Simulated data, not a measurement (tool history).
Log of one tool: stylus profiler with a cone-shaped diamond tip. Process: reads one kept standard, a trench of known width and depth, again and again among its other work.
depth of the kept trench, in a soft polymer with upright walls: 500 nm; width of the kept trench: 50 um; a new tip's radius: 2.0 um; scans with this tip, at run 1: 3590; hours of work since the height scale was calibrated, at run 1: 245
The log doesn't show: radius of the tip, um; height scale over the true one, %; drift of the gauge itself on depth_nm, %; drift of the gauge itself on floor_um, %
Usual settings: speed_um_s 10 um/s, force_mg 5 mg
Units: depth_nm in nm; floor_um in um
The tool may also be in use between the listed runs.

| run | hour | speed_um_s | force_mg | scans with this tip | hours of work since the height scale was calibrated | depth_nm | floor_um |
|---|---|---|---|---|---|---|---|
| 1 | 0 | 10 | 5 | 3590 | 245 | 506.37 | 47.14 |
| 2 | 14.5 | 10 | 5 | 3684 | 251 | 506.58 | 47.23 |
| 3 | 35 | 6 | 5 | 3818 | 260 | 506.43 | 47.2 |
| 4 | 58.2 | 6 | 6.98 | 3969 | 270 | 508.1 | 47.25 |
| 5 | 81.8 | 6 | 6.37 | 4122 | 281 | 507.6 | 47.2 |
| 6 | 103.5 | 6 | 6.37 | 4264 | 290 | 507.44 | 47.25 |
|  | 105.9 | height scale calibrated on a step standard |
| 7 | 121.9 | 6 | 6.37 | 4380 | 7 | 507.83 | 47.2 |
| 8 | 134.7 | 10 | 5 | 4463 | 13 | 506.67 | 47.12 |
| 9 | 154.2 | 10 | 2.88 | 4590 | 21 | 504.88 | 47.12 |
| 10 | 173.3 | 10 | 5.69 | 4714 | 30 | 507.29 | 47.2 |
| 11 | 187.7 | 23 | 5 | 4808 | 36 | 506.58 | 47.08 |
| 12 | 205 | 25 | 3.37 | 4921 | 44 | 505.35 | 47.08 |
| 13 | 229.8 | 25 | 3.37 | 5082 | 55 | 505.2 | 47.05 |
|  | 236.2 | height scale calibrated on a step standard, once more |
| 14 | 248.2 | 3 | 3.37 | 5199 | 5 | 504.92 | 47.14 |
| 15 | 261.5 | 3 | 3.37 | 5286 | 11 | 505.11 | 47.17 |
| 16 | 271.6 | 39 | 2.49 | 5351 | 16 | 504.03 | 46.94 |

Forecast run 17:
| 17 | 283.3 | 8 | 3.09 | 5427 | 21 | ? | ? |

depth_nm: 504.57 nm
floor_um: 47.17 um
Without the tool's hidden state the same run would have given depth_nm 504.31 nm, floor_um 47.34 um.
